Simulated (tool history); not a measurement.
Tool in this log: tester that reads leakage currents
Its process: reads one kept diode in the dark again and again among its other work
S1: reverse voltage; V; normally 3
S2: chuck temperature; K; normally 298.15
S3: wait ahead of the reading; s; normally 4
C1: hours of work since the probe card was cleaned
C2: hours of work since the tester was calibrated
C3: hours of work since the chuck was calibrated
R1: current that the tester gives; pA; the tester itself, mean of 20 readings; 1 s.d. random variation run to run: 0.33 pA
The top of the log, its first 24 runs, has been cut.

run	day	S1	S2	S3	C1	C2	C3	R1
25	104.138	4.06	303.15	2.23	1518	2135	1142	178.7
26	107.329	4.06	303.15	2.23	1576	2193	1200	178.98
27	110.867	3.26	307.15	2.23	1641	2258	1264	212.38
28	115.308	1.08	306.15	5.24	1721	2338	1345	101.31
29	120.121	13.9	311.15	0.84	1809	2426	1432	682.58
30	125.192	3	321.15	0.65	1901	2518	1525	551.92
31	129.929	3	321.15	0.65	1987	2604	1611	547.28
32	133.088	3	321.15	2.21	2045	2662	1668	545.26
# day 134.758: chuck's temperature calibrated
33	137.392	1.83	329.15	0.65	2122	2738	48	735.62
34	140.304	6.94	311.15	1.96	2174	2791	101	467.49
35	145.471	19.82	298.15	0.52	2268	2885	195	329.95
36	150.196	1.38	300.15	3.88	2354	2971	281	76.21
37	154.171	7.31	316.15	1.31	2427	3044	353	686.1
38	157.333	7.31	316.15	1.31	2484	3101	411	681.52

Expected results for the next run?
39	162.762	7.43	316.15	0.8	2583	3200	509	?

Run 39 came out at R1 688.27 pA.
If the tool had no hidden condition, the same run with the same run-to-run variation would have returned R1 715.23 pA.
